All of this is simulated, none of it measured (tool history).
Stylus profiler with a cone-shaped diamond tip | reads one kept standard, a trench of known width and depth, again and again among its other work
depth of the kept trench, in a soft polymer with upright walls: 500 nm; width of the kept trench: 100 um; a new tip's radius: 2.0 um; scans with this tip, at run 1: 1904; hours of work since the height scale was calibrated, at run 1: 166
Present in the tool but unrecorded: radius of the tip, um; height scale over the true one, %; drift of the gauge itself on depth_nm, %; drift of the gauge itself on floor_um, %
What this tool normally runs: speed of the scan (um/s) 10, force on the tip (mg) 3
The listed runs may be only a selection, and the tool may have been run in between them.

run   hour  speed of the scan (um/s)  force on the tip (mg)  scans with this tip  hours of work since the height scale was calibrated  depth of the trench (Å)  width of the trench's floor (nm)
  1      0                        10                      3                 1904                                                  166                   5037.4                             97270
  2   48.4                        10                      3                 2152                                                  188                   5038.9                             97330
  3   85.6                        10                      3                 2343                                                  204                   5037.3                             97320
  4    134                         4                      3                 2591                                                  226                   5040.4                             97370
  5  199.1                        10                   6.49                 2924                                                  255                   5063.1                             97380
  6  238.5                        10                      3                 3126                                                  273                   5036.6                             97380
  7  303.2                        10                   1.32                 3458                                                  301                   5021.4                             97270
  8    364                        10                      3                 3769                                                  329                   5040.8                             97330
  9  427.4                        21                   8.28                 4094                                                  357                   5074.7                             97310
 10  473.3                        17                      3                 4330                                                  377                   5036.2                             97230
 11  547.2                         5                   8.59                 4708                                                  410                   5081.4                             97360
 12  597.9                        11                   2.85                 4968                                                  433                   5035.2                             97330
 13  670.3                         5                      3                 5339                                                  465                   5040.1                             97270
 14  708.7                         3                   1.49                 5536                                                  483                   5022.5                             97330
 15  756.7                         3                   1.49                 5782                                                  504                   5022.8                             97350

Here are 3 independent what-if runs from the current tool condition. What would each one return?
  A  803.9                         2                   2.62                 6024                                                  525                        ?                                 ?
  B  803.9                         9                      3                 6024                                                  525                        ?                                 ?
  C  803.9                        10                   1.36                 6024                                                  525                        ?                                 ?

run  depth of the trench (Å)  width of the trench's floor (nm)
  A                   5034.2                             97340
  B                   5035.7                             97340
  C                   5023.9                             97290
With the hidden condition removed and each run's random variation left untouched, the same runs would have given:
run  depth of the trench (Å)  width of the trench's floor (nm)
  A                   5034.2                             97340
  B                   5035.6                             97350
  C                   5023.9                             97290
